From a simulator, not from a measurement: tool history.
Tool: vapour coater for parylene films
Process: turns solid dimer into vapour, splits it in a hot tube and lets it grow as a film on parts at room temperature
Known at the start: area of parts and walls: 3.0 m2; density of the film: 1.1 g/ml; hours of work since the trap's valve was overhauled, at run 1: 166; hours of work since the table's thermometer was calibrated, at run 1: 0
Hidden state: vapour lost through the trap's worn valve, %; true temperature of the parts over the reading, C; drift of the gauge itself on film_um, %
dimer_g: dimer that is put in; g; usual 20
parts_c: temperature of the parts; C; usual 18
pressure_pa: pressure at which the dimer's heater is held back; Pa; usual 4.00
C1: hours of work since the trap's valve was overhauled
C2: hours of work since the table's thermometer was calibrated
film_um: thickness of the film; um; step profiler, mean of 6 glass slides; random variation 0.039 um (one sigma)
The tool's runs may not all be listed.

run 1 hour=0.0 | dimer_g=20 parts_c=18 pressure_pa=4.00 | C1=166 C2=0 | film_um=4.06
run 2 hour=25.8 | dimer_g=20 parts_c=18 pressure_pa=4.00 | C1=184 C2=18 | film_um=3.97
run 3 hour=66.5 | dimer_g=20 parts_c=18 pressure_pa=4.00 | C1=212 C2=47 | film_um=3.94
run 4 hour=86.0 | dimer_g=20 parts_c=18 pressure_pa=4.00 | C1=226 C2=61 | film_um=3.98
run 5 hour=112.6 | dimer_g=20 parts_c=18 pressure_pa=4.00 | C1=245 C2=79 | film_um=3.96
run 6 hour=150.6 | dimer_g=20 parts_c=18 pressure_pa=4.00 | C1=272 C2=106 | film_um=3.95
run 7 hour=179.6 | dimer_g=20 parts_c=18 pressure_pa=4.00 | C1=292 C2=127 | film_um=3.92
run 8 hour=220.1 | dimer_g=20 parts_c=18 pressure_pa=5.94 | C1=321 C2=155 | film_um=3.59
run 9 hour=255.2 | dimer_g=20 parts_c=23 pressure_pa=4.00 | C1=345 C2=180 | film_um=3.26
run 10 hour=300.3 | dimer_g=20 parts_c=15 pressure_pa=2.60 | C1=377 C2=212 | film_um=4.63
run 11 hour=344.2 | dimer_g=20 parts_c=15 pressure_pa=2.60 | C1=408 C2=243 | film_um=4.61
run 12 hour=379.1 | dimer_g=20 parts_c=15 pressure_pa=4.62 | C1=433 C2=267 | film_um=4.04
run 13 hour=407.3 | dimer_g=20 parts_c=15 pressure_pa=4.62 | C1=453 C2=287 | film_um=3.97
run 14 hour=448.2 | dimer_g=20 parts_c=15 pressure_pa=4.62 | C1=481 C2=316 | film_um=3.98

The same runs without the tool's hidden state, with the same run-to-run variation:
run=1 film_um=4.25
run=2 film_um=4.18
run=3 film_um=4.17
run=4 film_um=4.23
run=5 film_um=4.23
run=6 film_um=4.25
run=7 film_um=4.24
run=8 film_um=3.92
run=9 film_um=3.58
run=10 film_um=5.13
run=11 film_um=5.15
run=12 film_um=4.54
run=13 film_um=4.49
run=14 film_um=4.54
